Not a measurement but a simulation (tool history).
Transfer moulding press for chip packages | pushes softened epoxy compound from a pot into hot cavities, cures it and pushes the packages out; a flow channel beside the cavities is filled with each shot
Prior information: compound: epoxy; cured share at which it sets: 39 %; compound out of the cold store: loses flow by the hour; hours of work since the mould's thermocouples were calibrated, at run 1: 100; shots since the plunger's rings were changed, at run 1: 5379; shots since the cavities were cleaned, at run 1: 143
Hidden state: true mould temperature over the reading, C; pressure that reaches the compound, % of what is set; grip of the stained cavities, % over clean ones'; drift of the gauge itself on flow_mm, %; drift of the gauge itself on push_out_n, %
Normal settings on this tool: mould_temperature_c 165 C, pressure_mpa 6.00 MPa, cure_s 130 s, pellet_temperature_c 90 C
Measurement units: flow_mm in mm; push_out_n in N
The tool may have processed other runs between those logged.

| run | hour | mould_temperature_c | pressure_mpa | cure_s | pellet_temperature_c | hours of work since the mould's thermocouples were calibrated | shots since the plunger's rings were changed | shots since the cavities were cleaned | incoming compound's hours out of the cold store | flow_mm | push_out_n |
|---|---|---|---|---|---|---|---|---|---|---|---|
| 1 | 0.0 | 165 | 6.00 | 130 | 90 | 100 | 5379 | 143 | 29.7 | 929 | 335 |
| 2 | 16.6 | 168 | 6.00 | 130 | 90 | 109 | 5501 | 265 | 13.6 | 956 | 317 |
| 3 | 28.7 | 166 | 6.00 | 130 | 90 | 115 | 5588 | 352 | 10.9 | 976 | 338 |
| 4 | 51.8 | 166 | 6.00 | 130 | 90 | 127 | 5757 | 521 | 13.2 | 970 | 331 |
| 5 | 73.9 | 165 | 6.00 | 149 | 90 | 138 | 5918 | 682 | 38.1 | 911 | 310 |
| 6 | 90.0 | 165 | 6.00 | 130 | 100 | 146 | 6035 | 799 | 16.1 | 949 | 335 |
|  | 103.0 | cavities cleaned with cleaning compound and waxed |
| 7 | 119.4 | 165 | 6.00 | 130 | 100 | 160 | 6238 | 119 | 41.5 | 901 | 344 |
| 8 | 140.6 | 165 | 6.37 | 130 | 100 | 171 | 6393 | 274 | 9.9 | 1015 | 340 |
|  | 145.2 | plunger's sealing rings changed |
| 9 | 161.0 | 169 | 6.00 | 130 | 90 | 180 | 116 | 405 | 21.9 | 933 | 315 |
| 10 | 187.6 | 169 | 6.00 | 130 | 90 | 194 | 309 | 598 | 33.5 | 906 | 304 |
| 11 | 210.4 | 169 | 6.00 | 130 | 90 | 205 | 475 | 764 | 47.7 | 873 | 299 |
|  | 229.4 | cavities cleaned with cleaning compound and waxed |
| 12 | 237.6 | 169 | 6.00 | 130 | 90 | 218 | 663 | 61 | 33.7 | 905 | 325 |
| 13 | 249.7 | 169 | 6.00 | 130 | 90 | 224 | 751 | 149 | 12.8 | 954 | 316 |
| 14 | 273.2 | 169 | 6.00 | 119 | 90 | 236 | 922 | 320 | 43.8 | 883 | 322 |
| 15 | 300.3 | 169 | 6.00 | 119 | 90 | 250 | 1119 | 517 | 34.6 | 896 | 330 |
| 16 | 322.4 | 169 | 6.00 | 119 | 90 | 261 | 1280 | 678 | 31.3 | 913 | 334 |
| 17 | 337.6 | 161 | 5.07 | 114 | 90 | 269 | 1391 | 789 | 28.1 | 878 | 532 |
|  | 352.8 | cavities cleaned with cleaning compound and waxed |
| 18 | 359.9 | 161 | 5.07 | 114 | 90 | 280 | 1543 | 52 | 18.5 | 904 | 522 |
| 19 | 380.7 | 161 | 4.61 | 114 | 90 | 290 | 1695 | 204 | 22.4 | 836 | 547 |
| 20 | 399.4 | 161 | 6.74 | 137 | 90 | 300 | 1831 | 340 | 27.1 | 1015 | 387 |
| 21 | 412.8 | 158 | 6.00 | 113 | 93 | 306 | 1928 | 437 | 23.4 | 972 | 705 |
| 22 | 427.3 | 167 | 6.20 | 129 | 87 | 314 | 2034 | 543 | 32.4 | 936 | 311 |
| 23 | 443.3 | 160 | 6.00 | 130 | 90 | 322 | 2151 | 660 | 22.8 | 965 | 438 |
| 24 | 463.4 | 162 | 4.84 | 142 | 90 | 332 | 2297 | 806 | 27.4 | 859 | 347 |
|  | 475.6 | cavities cleaned with cleaning compound and waxed |
| 25 | 480.4 | 162 | 4.84 | 113 | 99 | 340 | 2410 | 35 | 40.1 | 819 | 483 |
| 26 | 504.5 | 162 | 6.08 | 113 | 80 | 352 | 2586 | 211 | 23.6 | 973 | 518 |
|  | 514.7 | mould's thermocouples calibrated |
| 27 | 520.9 | 162 | 6.08 | 113 | 80 | 3 | 2691 | 316 | 23.2 | 972 | 498 |
| 28 | 533.8 | 159 | 5.75 | 113 | 88 | 10 | 2785 | 410 | 32.2 | 937 | 644 |
| 29 | 559.3 | 159 | 5.75 | 113 | 88 | 23 | 2970 | 595 | 28.5 | 942 | 652 |

Each row is a separate what-if for the run after 29, all from the same tool condition, not one after another. Results?
| A | 574.1 | 159 | 4.53 | 156 | 88 | 30 | 3078 | 703 | 17.9 | ? | ? |
| B | 574.1 | 159 | 5.75 | 154 | 90 | 30 | 3078 | 703 | 10.2 | ? | ? |
| C | 574.1 | 166 | 5.75 | 113 | 88 | 30 | 3078 | 703 | 15.9 | ? | ? |
| D | 574.1 | 170 | 6.45 | 124 | 88 | 30 | 3078 | 703 | 43.0 | ? | ? |

| run | flow_mm | push_out_n |
|---|---|---|
| A | 848 | 373 |
| B | 984 | 356 |
| C | 944 | 387 |
| D | 904 | 308 |
Stripped of hidden state, with their random variation kept, the same runs would have yielded:
| run | flow_mm | push_out_n |
|---|---|---|
| A | 849 | 369 |
| B | 984 | 352 |
| C | 944 | 383 |
| D | 905 | 305 |
